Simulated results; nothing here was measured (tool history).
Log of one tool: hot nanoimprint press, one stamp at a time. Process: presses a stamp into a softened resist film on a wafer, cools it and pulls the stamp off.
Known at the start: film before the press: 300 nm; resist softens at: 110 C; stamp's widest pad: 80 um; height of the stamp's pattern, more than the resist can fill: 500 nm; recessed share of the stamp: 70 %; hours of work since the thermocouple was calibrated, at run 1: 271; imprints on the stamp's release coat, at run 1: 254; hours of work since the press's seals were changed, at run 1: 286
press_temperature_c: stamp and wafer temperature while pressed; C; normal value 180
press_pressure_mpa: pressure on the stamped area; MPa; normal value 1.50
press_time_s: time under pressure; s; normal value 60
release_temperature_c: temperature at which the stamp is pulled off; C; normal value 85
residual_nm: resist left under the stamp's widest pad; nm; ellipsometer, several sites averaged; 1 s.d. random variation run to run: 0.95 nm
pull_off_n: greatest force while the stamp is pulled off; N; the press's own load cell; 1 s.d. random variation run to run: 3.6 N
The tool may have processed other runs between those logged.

run,day,press_temperature_c,press_pressure_mpa,press_time_s,release_temperature_c,hours of work since the thermocouple was calibrated,imprints on the stamp's release coat,hours of work since the press's seals were changed,residual_nm,pull_off_n
1,0.000,180,1.50,60,85,271,254,286,140.0,195
2,0.412,180,1.50,60,85,275,284,291,139.1,197
3,0.954,180,1.50,60,85,281,324,296,138.0,195
4,1.288,180,1.50,60,85,285,349,300,139.1,205
5,1.833,180,1.50,60,85,290,389,305,139.2,206
6,2.354,180,1.50,60,79,296,428,311,139.1,220
7,2.658,181,1.50,60,85,299,450,314,132.3,215
8,3.288,180,1.50,60,85,306,497,321,137.6,224
9,3.779,180,1.50,60,85,311,533,326,140.1,211
10,4.438,180,1.50,60,85,318,582,333,140.6,230
11,4.858,180,1.50,60,85,322,613,337,140.2,224
12,5.412,180,1.50,60,85,328,654,343,139.1,218
13,6.108,180,1.50,60,85,335,706,351,139.1,232
14,6.650,180,1.50,60,85,341,746,356,137.0,231
15,7.004,180,1.50,60,85,345,772,360,138.1,241
# day 7.167: plate thermocouple calibrated
16,7.675,180,2.11,60,78,5,813,366,120.8,259
17,8.408,189,1.71,60,85,13,867,373,94.1,245
18,8.996,185,2.06,60,91,19,910,380,102.2,237
19,9.392,185,2.06,60,91,23,940,384,100.6,237
20,9.738,185,2.06,60,91,27,965,387,101.9,240
21,10.162,183,1.26,60,85,32,997,392,139.4,258
# day 10.412: plate thermocouple calibrated, once more
22,10.846,183,1.26,60,85,5,1038,398,131.9,261
23,11.404,180,0.97,60,83,10,1080,404,163.2,268
24,11.883,173,1.20,60,85,16,1115,409,194.8,272
25,12.308,180,1.50,60,89,20,1147,413,137.0,261
26,12.821,172,1.71,83,77,25,1185,419,160.2,301
27,13.438,180,1.50,73,88,32,1230,425,126.4,272
28,13.850,180,1.50,73,88,36,1261,429,127.4,276
29,14.188,180,1.50,47,85,40,1286,433,148.4,286

How the hidden state differs across the entries between the runs, from the last listed run before each to the first after it:
Runs 15 to 16: plate thermocouple calibrated (day 7.167)
  true temperature over the reading, C: -0.87 -> -1.32; pressure that arrives at the usual setting, %: 97.56 -> 97.51; grip of the stamp's worn release coat, % over a new coat's: 37.4 -> 39.6
  measured result minus the result with no hidden state, residual_nm: +6.3 -> +8.6 nm; pull_off_n: +68 -> +76 N
Runs 21 to 22: plate thermocouple calibrated, once more (day 10.412)
  true temperature over the reading, C: -1.4 -> 0.03; pressure that arrives at the usual setting, %: 97.34 -> 97.3; grip of the stamp's worn release coat, % over a new coat's: 49.3 -> 51.5
  measured result minus the result with no hidden state, residual_nm: +8.7 -> +1.3 nm; pull_off_n: +88 -> +89 N
